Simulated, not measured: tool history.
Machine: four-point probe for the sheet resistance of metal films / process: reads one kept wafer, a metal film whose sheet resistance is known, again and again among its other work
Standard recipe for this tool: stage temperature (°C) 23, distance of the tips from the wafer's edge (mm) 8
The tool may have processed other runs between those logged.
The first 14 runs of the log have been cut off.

run,hour,stage temperature (°C),distance of the tips from the wafer's edge (mm),touches since the probe head was changed,hours of work since the stage's thermometer was calibrated,sheet resistance as the instrument gives it (ohm/square)
15,876.9,23,67,88644,191,1.898142
16,934.8,21,8,91818,233,1.920733
17,1017.9,23,8,96374,294,1.922552
# hour 1041.7: new probe head fitted
# hour 1091.6: stage's thermometer calibrated, once more
18,1094.6,26,40,2871,2,1.915718
19,1176.3,21,4,7353,61,2.007385
20,1239.6,21,4,10825,107,2.006655
21,1304.5,23,9,14381,155,1.930599
22,1371.1,30,33,18033,203,1.917644
23,1430.2,35,6,21277,246,1.965381
24,1473.1,18,48,23628,277,1.905047
25,1532.0,22,3,26860,320,2.074455
26,1587.6,19,42,29907,360,1.905103
27,1630.6,19,42,32263,391,1.905331
28,1686.1,19,42,35305,432,1.904246
29,1724.6,35,52,37420,460,1.917911
30,1761.3,21,15,39431,486,1.912243
31,1818.5,32,6,42568,528,1.959280
32,1897.7,21,8,46909,585,1.928926
33,1948.0,23,6,49666,622,1.950363
34,1989.7,19,58,51954,652,1.901737

Branching from run 34: 4 alternative next runs. What would each branch give?
A,2052.4,19,58,55393,697,?
B,2052.4,30,5,55393,697,?
C,2052.4,19,8,55393,697,?
D,2052.4,29,39,55393,697,?

run,sheet resistance as the instrument gives it (ohm/square)
A,1.900808
B,1.974300
C,1.925853
D,1.911087
What these runs would have given with no unlogged condition in the tool:
run,sheet resistance as the instrument gives it (ohm/square)
A,1.910475
B,1.984409
C,1.935635
D,1.920896
